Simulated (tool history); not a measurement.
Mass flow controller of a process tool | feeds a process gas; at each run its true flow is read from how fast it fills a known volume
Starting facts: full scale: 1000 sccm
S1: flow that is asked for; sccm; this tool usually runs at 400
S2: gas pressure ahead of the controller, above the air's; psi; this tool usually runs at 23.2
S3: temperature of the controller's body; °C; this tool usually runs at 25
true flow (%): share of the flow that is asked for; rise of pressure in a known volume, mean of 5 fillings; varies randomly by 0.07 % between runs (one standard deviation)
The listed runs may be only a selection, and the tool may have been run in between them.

run 1 hour=0 | S1=400 S2=23.2 S3=25 | true_flow_(%)=99.1
run 2 hour=153.1 | S1=400 S2=23.2 S3=25 | true_flow_(%)=99.09
run 3 hour=293.4 | S1=904 S2=23.2 S3=25 | true_flow_(%)=100.52
run 4 hour=415 | S1=400 S2=23.2 S3=25 | true_flow_(%)=99.29
run 5 hour=565.6 | S1=400 S2=23.2 S3=25 | true_flow_(%)=99.18
run 6 hour=692.3 | S1=400 S2=23.2 S3=25 | true_flow_(%)=99.19
run 7 hour=808.2 | S1=400 S2=23.2 S3=25 | true_flow_(%)=99.27
run 8 hour=992.2 | S1=400 S2=23.2 S3=25 | true_flow_(%)=99.09
run 9 hour=1096.8 | S1=400 S2=23.2 S3=25 | true_flow_(%)=99.23
run 10 hour=1208.7 | S1=400 S2=23.2 S3=27 | true_flow_(%)=99.26
run 11 hour=1340 | S1=164 S2=23.2 S3=27 | true_flow_(%)=98.21
run 12 hour=1415 | S1=164 S2=21.8 S3=27 | true_flow_(%)=98.3
run 13 hour=1561.1 | S1=164 S2=21.8 S3=27 | true_flow_(%)=98.09
run 14 hour=1642.5 | S1=164 S2=21.8 S3=27 | true_flow_(%)=98.2
run 15 hour=1721.4 | S1=164 S2=28.1 S3=38 | true_flow_(%)=98.37
run 16 hour=1887.8 | S1=201 S2=24.7 S3=38 | true_flow_(%)=98.78
run 17 hour=2011.8 | S1=254 S2=23.2 S3=21 | true_flow_(%)=98.46
run 18 hour=2161.5 | S1=254 S2=23.2 S3=21 | true_flow_(%)=98.63
run 19 hour=2238.3 | S1=148 S2=23.2 S3=25 | true_flow_(%)=97.8
run 20 hour=2387.5 | S1=148 S2=23.2 S3=25 | true_flow_(%)=97.91
run 21 hour=2517.6 | S1=207 S2=23.2 S3=24 | true_flow_(%)=98.3
run 22 hour=2691.8 | S1=400 S2=40.3 S3=25 | true_flow_(%)=98.47
run 23 hour=2868.9 | S1=173 S2=31.6 S3=25 | true_flow_(%)=97.7
run 24 hour=2999.5 | S1=123 S2=21.8 S3=38 | true_flow_(%)=98.04
run 25 hour=3111.9 | S1=440 S2=23.2 S3=25 | true_flow_(%)=99.21

Selected run-to-run steps in true flow (%), each split into two signed amounts: the part the tool would show with no hidden state at all (from settings, incoming material and random variation), and the remainder, which goes to the hidden state together with any gauge scatter not common to the measured and the hidden-state-free results:
The hidden state here: flow at rest that the sensor doesn't see, % of full scale; true flow over the shown one, %; drift of the gauge itself on true_pct, %.
Run 2 -> 3: S1 400 -> 904. true flow (%) +1.43: hidden state +0.18, all else +1.25.
Run 3 -> 4: S1 904 -> 400. true flow (%) -1.23: hidden state -0.18, all else -1.05.
Run 22 -> 23: S1 400 -> 173, S2 40.3 -> 31.6. true flow (%) -0.77: hidden state -0.64, all else -0.13.
Run 24 -> 25: S1 123 -> 440, S2 21.8 -> 23.2, S3 38 -> 25. true flow (%) +1.17: hidden state +1.17, all else +0.
